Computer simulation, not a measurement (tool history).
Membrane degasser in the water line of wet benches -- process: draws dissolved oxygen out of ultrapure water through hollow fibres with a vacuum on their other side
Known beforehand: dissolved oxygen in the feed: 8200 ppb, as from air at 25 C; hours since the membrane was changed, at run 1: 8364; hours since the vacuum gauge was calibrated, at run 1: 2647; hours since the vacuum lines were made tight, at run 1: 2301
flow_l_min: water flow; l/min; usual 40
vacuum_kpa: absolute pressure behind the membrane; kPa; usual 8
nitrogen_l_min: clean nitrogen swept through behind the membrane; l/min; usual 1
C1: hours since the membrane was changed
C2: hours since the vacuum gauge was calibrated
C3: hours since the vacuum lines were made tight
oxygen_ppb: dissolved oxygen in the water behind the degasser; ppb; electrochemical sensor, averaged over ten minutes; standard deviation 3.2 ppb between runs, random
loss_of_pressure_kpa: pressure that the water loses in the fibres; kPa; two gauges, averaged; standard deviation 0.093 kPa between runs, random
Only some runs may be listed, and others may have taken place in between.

{"run": 1, "day": 0.0, "flow_l_min": 40, "vacuum_kpa": 8, "nitrogen_l_min": 1, "C1": 8364, "C2": 2647, "C3": 2301, "oxygen_ppb": 630.3, "loss_of_pressure_kpa": 25.87}
{"run": 2, "day": 7.475, "flow_l_min": 40, "vacuum_kpa": 8, "nitrogen_l_min": 1, "C1": 8543, "C2": 2827, "C3": 2480, "oxygen_ppb": 625.5, "loss_of_pressure_kpa": 25.99}
{"run": 3, "day": 14.146, "flow_l_min": 45, "vacuum_kpa": 8, "nitrogen_l_min": 1, "C1": 8703, "C2": 2987, "C3": 2640, "oxygen_ppb": 726.9, "loss_of_pressure_kpa": 29.2}
{"day": 15.383, "done": "vacuum gauge calibrated"}
{"run": 4, "day": 18.688, "flow_l_min": 40, "vacuum_kpa": 8, "nitrogen_l_min": 1, "C1": 8812, "C2": 79, "C3": 2749, "oxygen_ppb": 625, "loss_of_pressure_kpa": 26.08}
{"run": 5, "day": 24.388, "flow_l_min": 40, "vacuum_kpa": 8, "nitrogen_l_min": 1, "C1": 8949, "C2": 216, "C3": 2885, "oxygen_ppb": 625.7, "loss_of_pressure_kpa": 25.96}
{"run": 6, "day": 32.983, "flow_l_min": 28, "vacuum_kpa": 8, "nitrogen_l_min": 1, "C1": 9155, "C2": 422, "C3": 3092, "oxygen_ppb": 387.1, "loss_of_pressure_kpa": 18.41}
{"run": 7, "day": 41.179, "flow_l_min": 34, "vacuum_kpa": 8, "nitrogen_l_min": 1, "C1": 9352, "C2": 619, "C3": 3288, "oxygen_ppb": 506, "loss_of_pressure_kpa": 22.13}
{"run": 8, "day": 46.638, "flow_l_min": 34, "vacuum_kpa": 8, "nitrogen_l_min": 1, "C1": 9483, "C2": 750, "C3": 3419, "oxygen_ppb": 509.6, "loss_of_pressure_kpa": 22.32}
{"run": 9, "day": 52.792, "flow_l_min": 40, "vacuum_kpa": 15.78, "nitrogen_l_min": 1, "C1": 9630, "C2": 898, "C3": 3567, "oxygen_ppb": 1151.3, "loss_of_pressure_kpa": 26.18}
{"run": 10, "day": 60.146, "flow_l_min": 40, "vacuum_kpa": 15.78, "nitrogen_l_min": 1, "C1": 9807, "C2": 1074, "C3": 3744, "oxygen_ppb": 1145.1, "loss_of_pressure_kpa": 26.26}
{"day": 64.471, "done": "vacuum gauge calibrated, once more"}
{"run": 11, "day": 65.421, "flow_l_min": 40, "vacuum_kpa": 15.78, "nitrogen_l_min": 1, "C1": 9933, "C2": 23, "C3": 3870, "oxygen_ppb": 1146.3, "loss_of_pressure_kpa": 26.16}
{"run": 12, "day": 69.225, "flow_l_min": 53, "vacuum_kpa": 8, "nitrogen_l_min": 1, "C1": 10024, "C2": 114, "C3": 3961, "oxygen_ppb": 914.9, "loss_of_pressure_kpa": 34.68}
{"run": 13, "day": 76.092, "flow_l_min": 53, "vacuum_kpa": 8, "nitrogen_l_min": 1, "C1": 10189, "C2": 279, "C3": 4126, "oxygen_ppb": 903.5, "loss_of_pressure_kpa": 34.84}
{"run": 14, "day": 83.754, "flow_l_min": 53, "vacuum_kpa": 8, "nitrogen_l_min": 1, "C1": 10373, "C2": 463, "C3": 4310, "oxygen_ppb": 900.9, "loss_of_pressure_kpa": 34.64}
{"run": 15, "day": 89.75, "flow_l_min": 53, "vacuum_kpa": 8, "nitrogen_l_min": 1, "C1": 10517, "C2": 607, "C3": 4454, "oxygen_ppb": 904.6, "loss_of_pressure_kpa": 34.66}
{"day": 95.492, "done": "seals of the vacuum lines changed"}
{"run": 16, "day": 98.192, "flow_l_min": 53, "vacuum_kpa": 8, "nitrogen_l_min": 1, "C1": 10717, "C2": 807, "C3": 65, "oxygen_ppb": 909.4, "loss_of_pressure_kpa": 34.64}
{"run": 17, "day": 103.804, "flow_l_min": 28, "vacuum_kpa": 8, "nitrogen_l_min": 0.48, "C1": 10852, "C2": 942, "C3": 200, "oxygen_ppb": 598.4, "loss_of_pressure_kpa": 18.39}
{"run": 18, "day": 110.917, "flow_l_min": 38, "vacuum_kpa": 8.4, "nitrogen_l_min": 0.97, "C1": 11023, "C2": 1113, "C3": 370, "oxygen_ppb": 625.2, "loss_of_pressure_kpa": 25.12}
{"run": 19, "day": 115.696, "flow_l_min": 32, "vacuum_kpa": 8, "nitrogen_l_min": 0.76, "C1": 11138, "C2": 1227, "C3": 485, "oxygen_ppb": 536.8, "loss_of_pressure_kpa": 20.94}
{"run": 20, "day": 119.917, "flow_l_min": 32, "vacuum_kpa": 10.38, "nitrogen_l_min": 0.76, "C1": 11239, "C2": 1329, "C3": 586, "oxygen_ppb": 708.6, "loss_of_pressure_kpa": 20.98}
{"run": 21, "day": 125.258, "flow_l_min": 25, "vacuum_kpa": 9.16, "nitrogen_l_min": 2.68, "C1": 11367, "C2": 1457, "C3": 714, "oxygen_ppb": 207.9, "loss_of_pressure_kpa": 16.38}
{"run": 22, "day": 130.162, "flow_l_min": 27, "vacuum_kpa": 7.14, "nitrogen_l_min": 1, "C1": 11485, "C2": 1575, "C3": 832, "oxygen_ppb": 320, "loss_of_pressure_kpa": 17.93}
{"run": 23, "day": 135.942, "flow_l_min": 40, "vacuum_kpa": 8.36, "nitrogen_l_min": 1.84, "C1": 11624, "C2": 1713, "C3": 971, "oxygen_ppb": 510.4, "loss_of_pressure_kpa": 26.25}
{"run": 24, "day": 142.338, "flow_l_min": 40, "vacuum_kpa": 5.11, "nitrogen_l_min": 1.84, "C1": 11777, "C2": 1867, "C3": 1124, "oxygen_ppb": 372.9, "loss_of_pressure_kpa": 26.39}
{"run": 25, "day": 147.488, "flow_l_min": 40, "vacuum_kpa": 5.11, "nitrogen_l_min": 1.84, "C1": 11901, "C2": 1990, "C3": 1248, "oxygen_ppb": 368.3, "loss_of_pressure_kpa": 26.42}
{"run": 26, "day": 154.396, "flow_l_min": 40, "vacuum_kpa": 5.11, "nitrogen_l_min": 1.84, "C1": 12066, "C2": 2156, "C3": 1414, "oxygen_ppb": 369, "loss_of_pressure_kpa": 26.41}
{"run": 27, "day": 161.138, "flow_l_min": 63, "vacuum_kpa": 12.89, "nitrogen_l_min": 0.48, "C1": 12228, "C2": 2318, "C3": 1576, "oxygen_ppb": 2036.3, "loss_of_pressure_kpa": 41.68}
{"run": 28, "day": 166.421, "flow_l_min": 40, "vacuum_kpa": 5.8, "nitrogen_l_min": 2.89, "C1": 12355, "C2": 2445, "C3": 1702, "oxygen_ppb": 362.3, "loss_of_pressure_kpa": 26.44}
{"run": 29, "day": 174.338, "flow_l_min": 32, "vacuum_kpa": 17.91, "nitrogen_l_min": 1, "C1": 12545, "C2": 2635, "C3": 1892, "oxygen_ppb": 1039.8, "loss_of_pressure_kpa": 21.44}
{"run": 30, "day": 179.75, "flow_l_min": 59, "vacuum_kpa": 15.73, "nitrogen_l_min": 0.6, "C1": 12675, "C2": 2765, "C3": 2022, "oxygen_ppb": 2068.4, "loss_of_pressure_kpa": 39.18}
{"run": 31, "day": 184.667, "flow_l_min": 50, "vacuum_kpa": 15.73, "nitrogen_l_min": 0.6, "C1": 12793, "C2": 2883, "C3": 2140, "oxygen_ppb": 1823.9, "loss_of_pressure_kpa": 33.32}

Take each entry between the runs: how does the hidden state at the last listed run before it differ from the hidden state at the first listed run after it?
Run 3 -> run 4: vacuum gauge calibrated (day 15.383)
  membrane still open, %: 96.3 -> 96.2; true pressure behind the membrane over the reading, kPa: 0.09 -> 0.14; air that leaks in behind the membrane, l/min: 0.011 -> 0.0113
  measured value less the no-hidden-state value, oxygen_ppb: +43.3 -> +41.3 ppb; loss_of_pressure_kpa: +1.09 -> +0.98 kPa
Run 10 -> run 11: vacuum gauge calibrated, once more (day 64.471)
  membrane still open, %: 95.8 -> 95.7; true pressure behind the membrane over the reading, kPa: 0.18 -> 0; air that leaks in behind the membrane, l/min: 0.0146 -> 0.015
  measured value less the no-hidden-state value, oxygen_ppb: +43.4 -> +32.6 ppb; loss_of_pressure_kpa: +1.11 -> +1.11 kPa
Run 15 -> run 16: seals of the vacuum lines changed (day 95.492)
  membrane still open, %: 95.5 -> 95.4; true pressure behind the membrane over the reading, kPa: 0.02 -> 0.03; air that leaks in behind the membrane, l/min: 0.0169 -> 0.0016
  measured value less the no-hidden-state value, oxygen_ppb: +57 -> +59.3 ppb; loss_of_pressure_kpa: +1.57 -> +1.59 kPa
